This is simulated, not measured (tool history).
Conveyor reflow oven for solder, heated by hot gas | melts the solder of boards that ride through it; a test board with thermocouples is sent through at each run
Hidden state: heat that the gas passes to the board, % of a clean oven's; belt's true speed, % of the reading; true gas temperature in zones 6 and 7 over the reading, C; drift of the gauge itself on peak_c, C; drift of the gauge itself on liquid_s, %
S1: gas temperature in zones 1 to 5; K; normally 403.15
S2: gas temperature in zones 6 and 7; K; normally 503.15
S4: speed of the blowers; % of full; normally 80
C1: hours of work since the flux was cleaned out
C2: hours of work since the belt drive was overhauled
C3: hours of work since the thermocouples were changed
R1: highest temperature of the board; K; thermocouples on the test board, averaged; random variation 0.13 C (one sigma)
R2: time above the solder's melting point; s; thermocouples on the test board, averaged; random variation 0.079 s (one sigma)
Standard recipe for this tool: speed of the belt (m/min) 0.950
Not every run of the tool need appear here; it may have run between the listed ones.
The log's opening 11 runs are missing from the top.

run 12 hour=702.7 | S1=403.15 S2=492.15 speed_of_the_belt_(m/min)=0.950 S4=80 | C1=299 C2=583 C3=254 | R1=479.15 R2=30.15
run 13 hour=744.9 | S1=403.15 S2=517.15 speed_of_the_belt_(m/min)=0.950 S4=80 | C1=332 C2=615 C3=287 | R1=501.55 R2=41.30
run 14 hour=809.1 | S1=403.15 S2=517.15 speed_of_the_belt_(m/min)=0.950 S4=80 | C1=381 C2=665 C3=337 | R1=501.45 R2=41.50
run 15 hour=888.3 | S1=403.15 S2=503.15 speed_of_the_belt_(m/min)=0.950 S4=80 | C1=443 C2=726 C3=398 | R1=488.85 R2=35.88
-- hour=908.1 flux residue cleaned out of gas plates and filters
run 16 hour=959.2 | S1=417.15 S2=503.15 speed_of_the_belt_(m/min)=1.051 S4=56 | C1=40 C2=777 C3=449 | R1=482.75 R2=30.75
run 17 hour=1013.1 | S1=403.15 S2=497.15 speed_of_the_belt_(m/min)=0.971 S4=80 | C1=81 C2=819 C3=491 | R1=482.85 R2=31.88
run 18 hour=1091.0 | S1=403.15 S2=497.15 speed_of_the_belt_(m/min)=0.971 S4=80 | C1=141 C2=879 C3=551 | R1=482.75 R2=31.89
run 19 hour=1153.7 | S1=403.15 S2=498.15 speed_of_the_belt_(m/min)=1.092 S4=57 | C1=190 C2=928 C3=599 | R1=474.05 R2=20.46
run 20 hour=1199.7 | S1=403.15 S2=498.15 speed_of_the_belt_(m/min)=1.092 S4=57 | C1=226 C2=963 C3=635 | R1=473.85 R2=20.62
-- hour=1226.3 belt drive overhauled, speed set with a stopwatch
run 21 hour=1251.5 | S1=403.15 S2=503.15 speed_of_the_belt_(m/min)=0.950 S4=73 | C1=263 C2=19 C3=672 | R1=487.75 R2=34.92
run 22 hour=1303.2 | S1=403.15 S2=503.15 speed_of_the_belt_(m/min)=0.950 S4=73 | C1=303 C2=59 C3=712 | R1=487.75 R2=34.93
run 23 hour=1374.6 | S1=410.15 S2=499.15 speed_of_the_belt_(m/min)=1.014 S4=80 | C1=358 C2=115 C3=767 | R1=484.75 R2=32.50
run 24 hour=1415.8 | S1=410.15 S2=499.15 speed_of_the_belt_(m/min)=1.014 S4=80 | C1=390 C2=147 C3=799 | R1=484.55 R2=32.56
run 25 hour=1476.7 | S1=410.15 S2=499.15 speed_of_the_belt_(m/min)=1.014 S4=80 | C1=437 C2=194 C3=846 | R1=484.75 R2=32.54
-- hour=1506.7 flux residue cleaned out of gas plates and filters
run 26 hour=1539.0 | S1=410.15 S2=499.15 speed_of_the_belt_(m/min)=1.014 S4=53 | C1=25 C2=238 C3=890 | R1=477.85 R2=26.84
run 27 hour=1624.8 | S1=410.15 S2=499.15 speed_of_the_belt_(m/min)=1.014 S4=53 | C1=91 C2=304 C3=957 | R1=478.15 R2=27.07
run 28 hour=1681.2 | S1=410.15 S2=499.15 speed_of_the_belt_(m/min)=1.014 S4=53 | C1=135 C2=348 C3=1000 | R1=478.15 R2=27.05
run 29 hour=1740.4 | S1=410.15 S2=499.15 speed_of_the_belt_(m/min)=1.014 S4=53 | C1=181 C2=394 C3=1046 | R1=478.05 R2=26.83
run 30 hour=1812.3 | S1=403.15 S2=503.15 speed_of_the_belt_(m/min)=0.950 S4=58 | C1=236 C2=449 C3=1102 | R1=483.85 R2=31.89

4 ways to go on from here, each from the tool as it stands after run 30. What would each give?
run A hour=1871.3 | S1=412.15 S2=511.15 speed_of_the_belt_(m/min)=0.950 S4=85 | C1=282 C2=495 C3=1147 | R1=? R2=?
run B hour=1871.3 | S1=397.15 S2=503.15 speed_of_the_belt_(m/min)=0.803 S4=75 | C1=282 C2=495 C3=1147 | R1=? R2=?
run C hour=1871.3 | S1=397.15 S2=503.15 speed_of_the_belt_(m/min)=0.763 S4=55 | C1=282 C2=495 C3=1147 | R1=? R2=?
run D hour=1871.3 | S1=388.15 S2=503.15 speed_of_the_belt_(m/min)=0.775 S4=80 | C1=282 C2=495 C3=1147 | R1=? R2=?

run=A R1=498.65 R2=42.06
run=B R1=492.05 R2=43.68
run=C R1=488.85 R2=43.44
run=D R1=492.95 R2=44.35
With the hidden condition removed and each run's random variation left untouched, the same runs would have given:
run=A R1=498.55 R2=42.03
run=B R1=492.05 R2=43.65
run=C R1=488.75 R2=43.40
run=D R1=492.95 R2=44.32
